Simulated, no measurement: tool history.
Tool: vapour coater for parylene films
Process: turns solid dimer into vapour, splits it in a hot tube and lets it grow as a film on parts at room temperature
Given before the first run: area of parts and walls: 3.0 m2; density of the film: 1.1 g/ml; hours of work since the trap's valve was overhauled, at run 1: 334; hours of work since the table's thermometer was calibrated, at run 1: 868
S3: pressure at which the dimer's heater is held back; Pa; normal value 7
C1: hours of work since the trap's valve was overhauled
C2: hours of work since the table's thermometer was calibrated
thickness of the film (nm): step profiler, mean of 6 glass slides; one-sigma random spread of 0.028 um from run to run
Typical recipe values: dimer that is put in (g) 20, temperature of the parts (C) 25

run 1 hour=0 | dimer_that_is_put_in_(g)=20 temperature_of_the_parts_(C)=25 S3=7 | C1=334 C2=868 | thickness_of_the_film_(nm)=4600
run 2 hour=21.9 | dimer_that_is_put_in_(g)=20 temperature_of_the_parts_(C)=25 S3=5.79 | C1=348 C2=882 | thickness_of_the_film_(nm)=4660
run 3 hour=48.8 | dimer_that_is_put_in_(g)=20 temperature_of_the_parts_(C)=25 S3=5.79 | C1=365 C2=900 | thickness_of_the_film_(nm)=4640
run 4 hour=77.5 | dimer_that_is_put_in_(g)=20 temperature_of_the_parts_(C)=25 S3=7 | C1=384 C2=918 | thickness_of_the_film_(nm)=4600
run 5 hour=92.8 | dimer_that_is_put_in_(g)=20 temperature_of_the_parts_(C)=25 S3=7 | C1=394 C2=928 | thickness_of_the_film_(nm)=4600
run 6 hour=121.3 | dimer_that_is_put_in_(g)=20 temperature_of_the_parts_(C)=25 S3=7 | C1=412 C2=946 | thickness_of_the_film_(nm)=4610
run 7 hour=149.6 | dimer_that_is_put_in_(g)=20 temperature_of_the_parts_(C)=25 S3=3.28 | C1=430 C2=965 | thickness_of_the_film_(nm)=4890
run 8 hour=165.3 | dimer_that_is_put_in_(g)=20 temperature_of_the_parts_(C)=35 S3=7 | C1=440 C2=975 | thickness_of_the_film_(nm)=3760
run 9 hour=186.8 | dimer_that_is_put_in_(g)=20 temperature_of_the_parts_(C)=35 S3=7 | C1=454 C2=989 | thickness_of_the_film_(nm)=3770
-- hour=208 trap's valve overhauled
run 10 hour=208 | dimer_that_is_put_in_(g)=20 temperature_of_the_parts_(C)=35 S3=7 | C1=0 C2=1000 | thickness_of_the_film_(nm)=3810
run 11 hour=225.1 | dimer_that_is_put_in_(g)=20 temperature_of_the_parts_(C)=35 S3=7 | C1=11 C2=1011 | thickness_of_the_film_(nm)=3800
run 12 hour=255.5 | dimer_that_is_put_in_(g)=20 temperature_of_the_parts_(C)=35 S3=7 | C1=31 C2=1030 | thickness_of_the_film_(nm)=3800
run 13 hour=271.9 | dimer_that_is_put_in_(g)=20 temperature_of_the_parts_(C)=35 S3=7 | C1=41 C2=1041 | thickness_of_the_film_(nm)=3800
run 14 hour=292.6 | dimer_that_is_put_in_(g)=20 temperature_of_the_parts_(C)=35 S3=7 | C1=55 C2=1054 | thickness_of_the_film_(nm)=3790
run 15 hour=325.7 | dimer_that_is_put_in_(g)=20 temperature_of_the_parts_(C)=35 S3=7 | C1=76 C2=1076 | thickness_of_the_film_(nm)=3830
run 16 hour=340 | dimer_that_is_put_in_(g)=20 temperature_of_the_parts_(C)=35 S3=7 | C1=85 C2=1085 | thickness_of_the_film_(nm)=3810
run 17 hour=355.1 | dimer_that_is_put_in_(g)=20 temperature_of_the_parts_(C)=35 S3=7 | C1=95 C2=1095 | thickness_of_the_film_(nm)=3800
run 18 hour=385.1 | dimer_that_is_put_in_(g)=20 temperature_of_the_parts_(C)=25 S3=7 | C1=114 C2=1114 | thickness_of_the_film_(nm)=4620
run 19 hour=416.1 | dimer_that_is_put_in_(g)=10 temperature_of_the_parts_(C)=25 S3=7 | C1=134 C2=1134 | thickness_of_the_film_(nm)=2310
run 20 hour=430.8 | dimer_that_is_put_in_(g)=20 temperature_of_the_parts_(C)=25 S3=9.34 | C1=144 C2=1144 | thickness_of_the_film_(nm)=4460
run 21 hour=463.8 | dimer_that_is_put_in_(g)=20 temperature_of_the_parts_(C)=25 S3=7 | C1=165 C2=1165 | thickness_of_the_film_(nm)=4570
run 22 hour=487.7 | dimer_that_is_put_in_(g)=19 temperature_of_the_parts_(C)=25 S3=7 | C1=181 C2=1180 | thickness_of_the_film_(nm)=4370
run 23 hour=517.9 | dimer_that_is_put_in_(g)=10 temperature_of_the_parts_(C)=21 S3=2.48 | C1=200 C2=1200 | thickness_of_the_film_(nm)=2750
run 24 hour=547.8 | dimer_that_is_put_in_(g)=27 temperature_of_the_parts_(C)=25 S3=7 | C1=219 C2=1219 | thickness_of_the_film_(nm)=6230
run 25 hour=576.8 | dimer_that_is_put_in_(g)=14 temperature_of_the_parts_(C)=20 S3=11.7 | C1=238 C2=1238 | thickness_of_the_film_(nm)=3350
run 26 hour=598.1 | dimer_that_is_put_in_(g)=14 temperature_of_the_parts_(C)=20 S3=11.7 | C1=252 C2=1252 | thickness_of_the_film_(nm)=3330
run 27 hour=627.5 | dimer_that_is_put_in_(g)=20 temperature_of_the_parts_(C)=33 S3=2.7 | C1=271 C2=1270 | thickness_of_the_film_(nm)=4330
run 28 hour=650.3 | dimer_that_is_put_in_(g)=20 temperature_of_the_parts_(C)=33 S3=2.7 | C1=285 C2=1285 | thickness_of_the_film_(nm)=4350
run 29 hour=679.6 | dimer_that_is_put_in_(g)=17 temperature_of_the_parts_(C)=33 S3=2.7 | C1=304 C2=1304 | thickness_of_the_film_(nm)=3650
run 30 hour=709 | dimer_that_is_put_in_(g)=16 temperature_of_the_parts_(C)=18 S3=5.22 | C1=323 C2=1323 | thickness_of_the_film_(nm)=4290
run 31 hour=730.2 | dimer_that_is_put_in_(g)=31 temperature_of_the_parts_(C)=29 S3=8.26 | C1=337 C2=1337 | thickness_of_the_film_(nm)=6440
run 32 hour=757.8 | dimer_that_is_put_in_(g)=22 temperature_of_the_parts_(C)=26 S3=6.53 | C1=355 C2=1355 | thickness_of_the_film_(nm)=5030
run 33 hour=771.4 | dimer_that_is_put_in_(g)=13 temperature_of_the_parts_(C)=23 S3=8.27 | C1=364 C2=1363 | thickness_of_the_film_(nm)=3030
-- hour=793 table's thermometer calibrated
run 34 hour=804.4 | dimer_that_is_put_in_(g)=13 temperature_of_the_parts_(C)=23 S3=8.27 | C1=384 C2=7 | thickness_of_the_film_(nm)=2990
run 35 hour=828.5 | dimer_that_is_put_in_(g)=13 temperature_of_the_parts_(C)=23 S3=8.27 | C1=400 C2=23 | thickness_of_the_film_(nm)=3010
run 36 hour=845.1 | dimer_that_is_put_in_(g)=13 temperature_of_the_parts_(C)=23 S3=8.27 | C1=411 C2=34 | thickness_of_the_film_(nm)=3030
run 37 hour=875 | dimer_that_is_put_in_(g)=10 temperature_of_the_parts_(C)=23 S3=8.04 | C1=430 C2=53 | thickness_of_the_film_(nm)=2330
run 38 hour=889.1 | dimer_that_is_put_in_(g)=10 temperature_of_the_parts_(C)=23 S3=8.04 | C1=439 C2=62 | thickness_of_the_film_(nm)=2320
run 39 hour=920.3 | dimer_that_is_put_in_(g)=20 temperature_of_the_parts_(C)=25 S3=3.73 | C1=459 C2=82 | thickness_of_the_film_(nm)=4860
-- hour=934.2 trap's valve overhauled
run 40 hour=944.2 | dimer_that_is_put_in_(g)=30 temperature_of_the_parts_(C)=35 S3=2.64 | C1=6 C2=95 | thickness_of_the_film_(nm)=6280
run 41 hour=974.9 | dimer_that_is_put_in_(g)=20 temperature_of_the_parts_(C)=26 S3=6.21 | C1=26 C2=115 | thickness_of_the_film_(nm)=4580
run 42 hour=1007.1 | dimer_that_is_put_in_(g)=12 temperature_of_the_parts_(C)=25 S3=3.75 | C1=47 C2=136 | thickness_of_the_film_(nm)=2960
run 43 hour=1035.5 | dimer_that_is_put_in_(g)=20 temperature_of_the_parts_(C)=25 S3=7 | C1=65 C2=154 | thickness_of_the_film_(nm)=4590

Alternative continuations, all from the tool just after run 43; predict every row:
run A hour=1062.1 | dimer_that_is_put_in_(g)=15 temperature_of_the_parts_(C)=25 S3=4.8 | C1=83 C2=171 | thickness_of_the_film_(nm)=?
run B hour=1062.1 | dimer_that_is_put_in_(g)=15 temperature_of_the_parts_(C)=21 S3=9.35 | C1=83 C2=171 | thickness_of_the_film_(nm)=?
run C hour=1062.1 | dimer_that_is_put_in_(g)=16 temperature_of_the_parts_(C)=20 S3=7 | C1=83 C2=171 | thickness_of_the_film_(nm)=?
run D hour=1062.1 | dimer_that_is_put_in_(g)=24 temperature_of_the_parts_(C)=35 S3=7 | C1=83 C2=171 | thickness_of_the_film_(nm)=?

run=A thickness_of_the_film_(nm)=3550
run=B thickness_of_the_film_(nm)=3630
run=C thickness_of_the_film_(nm)=4060
run=D thickness_of_the_film_(nm)=4550
Stripped of hidden state, with their random variation kept, the same runs would have yielded:
run=A thickness_of_the_film_(nm)=3550
run=B thickness_of_the_film_(nm)=3630
run=C thickness_of_the_film_(nm)=4060
run=D thickness_of_the_film_(nm)=4560

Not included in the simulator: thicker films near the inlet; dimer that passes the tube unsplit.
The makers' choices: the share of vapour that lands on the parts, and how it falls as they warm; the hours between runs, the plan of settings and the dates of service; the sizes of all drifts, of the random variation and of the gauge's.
